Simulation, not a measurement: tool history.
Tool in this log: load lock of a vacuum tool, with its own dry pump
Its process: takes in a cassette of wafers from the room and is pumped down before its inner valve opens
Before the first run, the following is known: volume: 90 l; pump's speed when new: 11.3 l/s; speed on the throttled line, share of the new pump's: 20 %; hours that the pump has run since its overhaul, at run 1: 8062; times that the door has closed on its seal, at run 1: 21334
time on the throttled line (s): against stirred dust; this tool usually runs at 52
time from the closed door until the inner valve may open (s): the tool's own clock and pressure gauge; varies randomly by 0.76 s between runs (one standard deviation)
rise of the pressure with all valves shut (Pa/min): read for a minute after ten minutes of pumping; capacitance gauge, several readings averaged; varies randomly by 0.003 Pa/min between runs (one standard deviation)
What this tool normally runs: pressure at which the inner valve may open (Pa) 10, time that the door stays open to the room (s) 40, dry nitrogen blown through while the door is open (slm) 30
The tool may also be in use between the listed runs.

run,hour,time on the throttled line (s),pressure at which the inner valve may open (Pa),time that the door stays open to the room (s),dry nitrogen blown through while the door is open (slm),hours that the pump has run since its overhaul,times that the door has closed on its seal,"incoming humidity of the room's air, %",time from the closed door until the inner valve may open (s),rise of the pressure with all valves shut (Pa/min)
1,0,52,10,40,30,8062,21334,41.7,123.4,0.1
2,129.7,52,10,40,30,8192,21576,49.7,121.9,0.106
3,231.2,52,10,40,30,8294,21766,44.3,124.3,0.104
4,416.8,52,10,40,30,8479,22113,45,123.4,0.105
5,604.8,83,10,40,30,8667,22464,46.1,146.7,0.108
6,783.3,83,10,40,30,8846,22798,43.1,147,0.107
7,944.6,83,10,40,30,9007,23099,44.5,146.3,0.117
8,1145.5,83,10,40,30,9208,23475,45.9,146.3,0.11
9,1295.1,52,10,40,30,9357,23754,44.8,125,0.114
10,1386.2,52,10,40,30,9449,23924,42.2,124.6,0.117
11,1507.7,52,10,40,30,9570,24151,47.5,123.6,0.125
12,1624.1,71,10,40,30,9686,24369,46.3,138.7,0.128
13,1823.7,71,10,40,30,9886,24742,43.5,137.3,0.117
14,1972.4,71,10,40,30,10035,25020,45.2,138.2,0.132
15,2082.8,86,10,40,30,10145,25226,47.7,151.6,0.126
16,2214.2,52,10,40,30,10277,25471,45.7,125.4,0.125
17,2340.5,58,9,40,30,10403,25707,44.2,131,0.129
18,2512.7,58,9,40,30,10575,26029,47.3,129.9,0.128
19,2599.3,58,9,40,30,10662,26191,43.5,131.4,0.129
20,2773.2,43,9,196,30,10836,26516,45.6,120.1,0.145
21,2948.4,95,20,46,44,11011,26843,47.6,151.2,0.138
22,3065.3,83,9,102,16,11128,27062,44.1,151.5,0.143
23,3224.5,83,19,136,14,11287,27359,46.4,143.3,0.165
24,3346.7,83,19,136,14,11409,27588,41.9,145.1,0.16
25,3510.1,62,14,158,5,11572,27893,48.1,132,0.195
26,3690,100,10,54,30,11752,28229,47,164,0.149
27,3877.6,100,10,74,10,11940,28579,46.5,163.7,0.167
28,3989.9,100,10,74,10,12052,28789,50.6,164.4,0.174
29,4177.6,100,10,74,10,12240,29140,44.8,162.5,0.171
30,4311,54,16,104,26,12373,29389,44.5,123.7,0.158
31,4476.8,54,16,104,26,12539,29699,41.8,123.7,0.16

The logged runs with the hidden state left out (each run's random variation unchanged):
Hidden state present: pump's speed, % of a new pump's; leak at the door's seal, Pa l/s; drift of the gauge itself on ready_s, %; drift of the gauge itself on rise_pa_min, %.
run,time from the closed door until the inner valve may open (s),rise of the pressure with all valves shut (Pa/min)
1,116.2,0.008
2,114.8,0.013
3,116.9,0.011
4,115.9,0.01
5,139.9,0.011
6,140,0.009
7,139.3,0.015
8,139.1,0.007
9,116.6,0.009
10,116.2,0.01
11,115.1,0.017
12,130.8,0.017
13,129.2,0.004
14,129.9,0.017
15,143.6,0.011
16,116.1,0.008
17,121.7,0.012
18,120.5,0.01
19,121.9,0.008
20,109.9,0.021
21,143.7,0.012
22,142.2,0.019
23,134.9,0.038
24,136.5,0.032
25,122.4,0.065
26,154.9,0.014
27,154.4,0.029
28,155,0.039
29,153.1,0.03
30,113.3,0.015
31,113.2,0.019
